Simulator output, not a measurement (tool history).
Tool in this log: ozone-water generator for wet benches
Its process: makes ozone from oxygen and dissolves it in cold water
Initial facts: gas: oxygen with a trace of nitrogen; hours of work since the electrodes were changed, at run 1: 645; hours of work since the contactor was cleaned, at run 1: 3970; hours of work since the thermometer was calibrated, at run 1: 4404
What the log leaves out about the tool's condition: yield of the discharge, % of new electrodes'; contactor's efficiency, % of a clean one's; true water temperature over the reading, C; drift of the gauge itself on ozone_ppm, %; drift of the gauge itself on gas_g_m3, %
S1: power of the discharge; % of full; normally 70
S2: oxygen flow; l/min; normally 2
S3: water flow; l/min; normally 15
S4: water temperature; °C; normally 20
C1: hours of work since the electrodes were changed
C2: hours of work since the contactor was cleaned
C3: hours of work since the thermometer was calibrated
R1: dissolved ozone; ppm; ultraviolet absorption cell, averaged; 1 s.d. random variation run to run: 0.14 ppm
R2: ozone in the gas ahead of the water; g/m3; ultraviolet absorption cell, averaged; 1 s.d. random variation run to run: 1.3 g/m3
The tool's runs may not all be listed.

run	hour	S1	S2	S3	S4	C1	C2	C3	R1	R2
1	0	70	2	15	20	645	3970	4404	16.3	237
# hour 9.4: water thermometer calibrated
2	56.8	70	2	15	20	694	4019	42	16.6	235.8
3	105.2	70	2	10	20	737	4062	84	24	236
4	150.1	70	2	10	20	776	4101	124	23.9	236.9
5	187	70	2	15	20	809	4134	156	16.6	236.5
6	236.7	70	2	15	20	852	4177	200	16.2	238.4
7	297.1	70	2	15	20	905	4230	253	16.5	234.1
8	336.5	59	2	12	20	940	4265	288	18.1	209.5
9	372.4	59	2	12	15	971	4296	319	19.4	212
10	424.3	59	2	12	15	1017	4342	365	19.3	208.7
11	461.6	40	2	9	15	1050	4375	397	19.1	162.1
12	494.8	70	1.62	15	20	1079	4404	427	15.9	260.9

Entry by entry between the runs, the difference in hidden state between the last listed run before and the first listed run after:
Logged between run 1 and run 2: water thermometer calibrated (hour 9.4)
  yield of the discharge, % of new electrodes': 98.4 -> 98.3; contactor's efficiency, % of a clean one's: 95 -> 94.9; true water temperature over the reading, C: 0.39 -> -0.06
  measured minus no-state result, R1: -0.7 -> -0.7 ppm; R2: -4 -> -4.2 g/m3
